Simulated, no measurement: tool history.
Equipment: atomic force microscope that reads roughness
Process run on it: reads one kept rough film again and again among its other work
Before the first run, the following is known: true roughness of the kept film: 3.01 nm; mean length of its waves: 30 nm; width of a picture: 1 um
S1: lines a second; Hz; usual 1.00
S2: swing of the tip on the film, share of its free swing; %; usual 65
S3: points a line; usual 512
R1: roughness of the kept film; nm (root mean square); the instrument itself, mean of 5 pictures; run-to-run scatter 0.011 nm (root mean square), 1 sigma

run   hour    S1  S2    S3     R1
  1    0.0  1.00  65   512  2.599
  2   14.7  1.00  65   512  2.601
  3   30.0  1.00  65   512  2.610
      34.8  -- new tip fitted
  4   43.4  1.00  65   512  2.597
  5   52.9  3.96  65   512  2.487
  6   68.5  3.96  65   512  2.498
  7   77.1  1.47  65   512  2.579
  8   93.0  1.47  65   512  2.592
  9  109.6  1.00  65   645  2.610
 10  122.5  1.00  65   645  2.618
 11  136.6  1.00  65   645  2.610
 12  153.0  1.00  65   512  2.600
 13  166.9  1.00  65  1001  2.616
     169.0  -- new tip fitted
 14  177.0  1.00  57  1001  2.641
 15  190.2  1.00  65   512  2.612
 16  199.4  1.00  65   512  2.629
 17  216.3  1.00  65   512  2.618
 18  227.0  1.00  65   512  2.612
 19  241.6  1.00  65   512  2.606
 20  257.3  1.05  65   465  2.583
 21  270.3  2.63  65   512  2.535
 22  287.6  1.00  65   477  2.599
 23  300.5  2.11  78   290  2.468
     302.8  -- new tip fitted
 24  318.6  2.20  86   512  2.401
 25  334.6  2.20  86   512  2.390
 26  345.0  2.84  65   580  2.540
 27  360.8  1.00  69   649  2.600
 28  376.6  2.48  65   269  2.540
 29  386.8  2.48  65   269  2.520
 30  398.7  3.47  63   838  2.543
 31  411.6  0.85  63   293  2.572
 32  418.9  0.85  72   442  2.588
 33  435.6  4.00  89   442  2.169
     437.6  -- new tip fitted
 34  448.6  4.00  89   442  2.165
 35  463.1  4.00  89   442  2.167
 36  472.8  4.00  89   442  2.172
 37  482.9  0.57  57   330  2.606

Here are 3 independent what-if runs from the current tool condition. What would each one return?
  A  494.0  3.56  57  288   ?
  B  494.0  1.03  57  317   ?
  C  494.0  1.68  79  330   ?

run     R1
  A  2.541
  B  2.627
  C  2.479
Had the tool no hidden state, the same runs would have come out as:
run     R1
  A  2.545
  B  2.631
  C  2.483
